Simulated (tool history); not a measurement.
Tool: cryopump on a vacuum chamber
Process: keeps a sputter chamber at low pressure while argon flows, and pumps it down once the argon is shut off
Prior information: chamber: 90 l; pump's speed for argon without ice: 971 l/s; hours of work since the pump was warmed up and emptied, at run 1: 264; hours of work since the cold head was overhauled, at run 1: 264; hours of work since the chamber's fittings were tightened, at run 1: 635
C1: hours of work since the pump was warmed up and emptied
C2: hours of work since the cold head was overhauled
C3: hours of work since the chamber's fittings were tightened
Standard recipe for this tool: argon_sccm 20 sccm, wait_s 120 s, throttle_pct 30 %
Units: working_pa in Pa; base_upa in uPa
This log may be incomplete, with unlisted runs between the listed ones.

{"run": 1, "hour": 0.0, "argon_sccm": 20, "wait_s": 120, "throttle_pct": 30, "C1": 264, "C2": 264, "C3": 635, "working_pa": 0.1181, "base_upa": 1.77}
{"run": 2, "hour": 12.3, "argon_sccm": 32, "wait_s": 120, "throttle_pct": 30, "C1": 274, "C2": 274, "C3": 646, "working_pa": 0.1892, "base_upa": 1.74}
{"run": 3, "hour": 25.1, "argon_sccm": 20, "wait_s": 120, "throttle_pct": 30, "C1": 285, "C2": 285, "C3": 656, "working_pa": 0.1177, "base_upa": 1.79}
{"run": 4, "hour": 35.1, "argon_sccm": 20, "wait_s": 120, "throttle_pct": 30, "C1": 293, "C2": 293, "C3": 665, "working_pa": 0.1192, "base_upa": 1.79}
{"run": 5, "hour": 43.6, "argon_sccm": 20, "wait_s": 120, "throttle_pct": 30, "C1": 300, "C2": 300, "C3": 672, "working_pa": 0.1188, "base_upa": 1.78}
{"run": 6, "hour": 50.5, "argon_sccm": 20, "wait_s": 216, "throttle_pct": 30, "C1": 306, "C2": 306, "C3": 677, "working_pa": 0.1192, "base_upa": 1.28}
{"run": 7, "hour": 58.9, "argon_sccm": 20, "wait_s": 216, "throttle_pct": 30, "C1": 313, "C2": 313, "C3": 684, "working_pa": 0.1199, "base_upa": 1.35}
{"run": 8, "hour": 72.4, "argon_sccm": 20, "wait_s": 216, "throttle_pct": 30, "C1": 324, "C2": 324, "C3": 696, "working_pa": 0.1184, "base_upa": 1.33}
{"run": 9, "hour": 85.8, "argon_sccm": 13, "wait_s": 62, "throttle_pct": 18, "C1": 336, "C2": 336, "C3": 707, "working_pa": 0.128, "base_upa": 2.8}
{"run": 10, "hour": 93.9, "argon_sccm": 15, "wait_s": 71, "throttle_pct": 18, "C1": 342, "C2": 342, "C3": 713, "working_pa": 0.1467, "base_upa": 2.63}
{"run": 11, "hour": 106.6, "argon_sccm": 15, "wait_s": 134, "throttle_pct": 30, "C1": 353, "C2": 353, "C3": 724, "working_pa": 0.0895, "base_upa": 1.7}
{"run": 12, "hour": 118.5, "argon_sccm": 15, "wait_s": 134, "throttle_pct": 30, "C1": 363, "C2": 363, "C3": 734, "working_pa": 0.0889, "base_upa": 1.73}
{"run": 13, "hour": 132.3, "argon_sccm": 25, "wait_s": 120, "throttle_pct": 41, "C1": 374, "C2": 374, "C3": 745, "working_pa": 0.1103, "base_upa": 1.82}
{"run": 14, "hour": 145.9, "argon_sccm": 21, "wait_s": 74, "throttle_pct": 17, "C1": 386, "C2": 386, "C3": 757, "working_pa": 0.216, "base_upa": 2.5}
{"run": 15, "hour": 160.2, "argon_sccm": 21, "wait_s": 74, "throttle_pct": 17, "C1": 397, "C2": 397, "C3": 769, "working_pa": 0.2167, "base_upa": 2.59}
{"run": 16, "hour": 171.7, "argon_sccm": 21, "wait_s": 74, "throttle_pct": 17, "C1": 407, "C2": 407, "C3": 778, "working_pa": 0.2206, "base_upa": 2.59}

Here are 5 independent what-if runs from the current tool condition. What would each one return?
{"run": "A", "hour": 181.4, "argon_sccm": 21, "wait_s": 142, "throttle_pct": 53, "C1": 415, "C2": 415, "C3": 786, "working_pa": "?", "base_upa": "?"}
{"run": "B", "hour": 181.4, "argon_sccm": 11, "wait_s": 24, "throttle_pct": 23, "C1": 415, "C2": 415, "C3": 786, "working_pa": "?", "base_upa": "?"}
{"run": "C", "hour": 181.4, "argon_sccm": 21, "wait_s": 81, "throttle_pct": 44, "C1": 415, "C2": 415, "C3": 786, "working_pa": "?", "base_upa": "?"}
{"run": "D", "hour": 181.4, "argon_sccm": 31, "wait_s": 25, "throttle_pct": 23, "C1": 415, "C2": 415, "C3": 786, "working_pa": "?", "base_upa": "?"}
{"run": "E", "hour": 181.4, "argon_sccm": 25, "wait_s": 100, "throttle_pct": 38, "C1": 415, "C2": 415, "C3": 786, "working_pa": "?", "base_upa": "?"}

run=A working_pa=0.0725 base_upa=1.64
run=B working_pa=0.0858 base_upa=6.45
run=C working_pa=0.0869 base_upa=2.5
run=D working_pa=0.2389 base_upa=6.17
run=E working_pa=0.119 base_upa=2.05
Take away the tool's hidden state, keep each run's random variation, and the runs would have read:
run=A working_pa=0.0686 base_upa=1.25
run=B working_pa=0.0837 base_upa=6.06
run=C working_pa=0.0829 base_upa=2.1
run=D working_pa=0.233 base_upa=5.78
run=E working_pa=0.1143 base_upa=1.66
